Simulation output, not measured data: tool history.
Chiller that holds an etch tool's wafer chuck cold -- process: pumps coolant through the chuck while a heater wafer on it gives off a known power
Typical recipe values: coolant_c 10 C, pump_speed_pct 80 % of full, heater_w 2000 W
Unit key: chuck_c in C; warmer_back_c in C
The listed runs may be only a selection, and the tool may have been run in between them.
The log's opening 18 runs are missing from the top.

run	hour	coolant_c	pump_speed_pct	heater_w	chuck_c	warmer_back_c
# hour 489.5: coolant pump overhauled
19	520.4	19	74	2840	42.2	9.82
20	547.8	10	66	2000	28	7.66
21	581.6	10	66	2000	27.9	7.67
22	603.1	3	85	2220	19	6.69
23	623.2	3	85	2220	19	6.67
24	647.4	3	85	2614	22	7.91
25	666.2	3	85	2614	21.9	7.86
26	702.5	3	85	2614	22	7.89
# hour 710.8: coolant pump overhauled, once more
27	743.1	15	88	1021	22	2.84
28	777.7	15	99	1021	21.3	2.56
29	804.1	15	99	1021	21.3	2.6
30	838.6	5	99	1021	11	2.57
31	873	5	99	1021	11.4	2.62

What if the next run were any one of these 4? Each begins from the tool's condition after run 31:
A	898.3	10	66	2000	?	?
B	898.3	5	64	1021	?	?
C	898.3	5	73	1021	?	?
D	898.3	11	99	1021	?	?

run	chuck_c	warmer_back_c
A	27.4	7.4
B	14.2	3.9
C	13.2	3.41
D	17.5	2.56
What these runs would have given with no unlogged condition in the tool:
run	chuck_c	warmer_back_c
A	27	7.38
B	14	3.89
C	13	3.4
D	17.3	2.56

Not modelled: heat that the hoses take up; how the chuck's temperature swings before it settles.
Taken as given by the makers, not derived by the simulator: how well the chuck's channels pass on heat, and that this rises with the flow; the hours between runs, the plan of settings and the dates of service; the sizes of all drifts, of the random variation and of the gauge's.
